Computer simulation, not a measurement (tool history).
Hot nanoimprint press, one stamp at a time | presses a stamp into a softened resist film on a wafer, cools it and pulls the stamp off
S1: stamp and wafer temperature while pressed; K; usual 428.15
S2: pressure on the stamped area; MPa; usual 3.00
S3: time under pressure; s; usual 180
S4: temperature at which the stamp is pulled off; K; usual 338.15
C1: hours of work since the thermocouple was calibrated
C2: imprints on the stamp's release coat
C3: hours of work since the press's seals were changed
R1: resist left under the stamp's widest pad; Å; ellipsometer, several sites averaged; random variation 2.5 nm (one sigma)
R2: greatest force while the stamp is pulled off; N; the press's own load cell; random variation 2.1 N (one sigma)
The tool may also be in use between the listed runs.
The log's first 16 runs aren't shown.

run,hour,S1,S2,S3,S4,C1,C2,C3,R1,R2
# hour 1067.4: stamp cleaned and given a new release coat
17,1074.7,428.15,3.00,180,338.15,80,19,743,4207,117
18,1154.2,428.15,3.99,193,335.15,123,221,785,3669,131
19,1234.7,428.15,3.99,193,335.15,166,425,828,3702,133
20,1277.8,428.15,3.99,193,335.15,189,535,851,3687,136
21,1333.0,420.15,3.99,193,343.15,218,675,881,5237,115
# hour 1403.9: plate thermocouple calibrated
# hour 1409.9: stamp cleaned and given a new release coat
22,1417.2,420.15,2.16,233,343.15,4,18,921,5736,113
23,1489.5,428.15,3.98,180,334.15,43,202,960,3825,134
24,1536.6,428.15,3.98,180,332.15,68,322,985,3843,141
25,1589.6,428.15,3.98,180,332.15,96,456,1013,3808,144
26,1661.9,427.15,1.94,180,338.15,135,640,1052,5064,132
27,1717.2,428.15,2.17,180,338.15,164,780,1082,4719,131
# hour 1754.6: stamp cleaned and given a new release coat
28,1811.3,428.15,2.94,178,338.15,212,144,1129,4373,124
# hour 1836.6: press's hydraulic seals changed and the load cell set to zero
29,1868.3,428.15,2.94,178,338.15,238,269,17,4311,121
# hour 1902.1: plate thermocouple calibrated
30,1938.0,428.15,2.94,178,338.15,19,438,53,4185,122

Forecast each of these 3 alternatives for the next run:
A,1977.6,420.15,3.00,180,338.15,40,539,74,?,?
B,1977.6,428.15,3.01,109,325.15,40,539,74,?,?
C,1977.6,416.15,2.94,178,338.15,40,539,74,?,?

run,R1,R2
A,5549,121
B,4773,161
C,6194,127
Without the tool's hidden state the same runs would have given:
run,R1,R2
A,5499,113
B,4718,151
C,6158,118

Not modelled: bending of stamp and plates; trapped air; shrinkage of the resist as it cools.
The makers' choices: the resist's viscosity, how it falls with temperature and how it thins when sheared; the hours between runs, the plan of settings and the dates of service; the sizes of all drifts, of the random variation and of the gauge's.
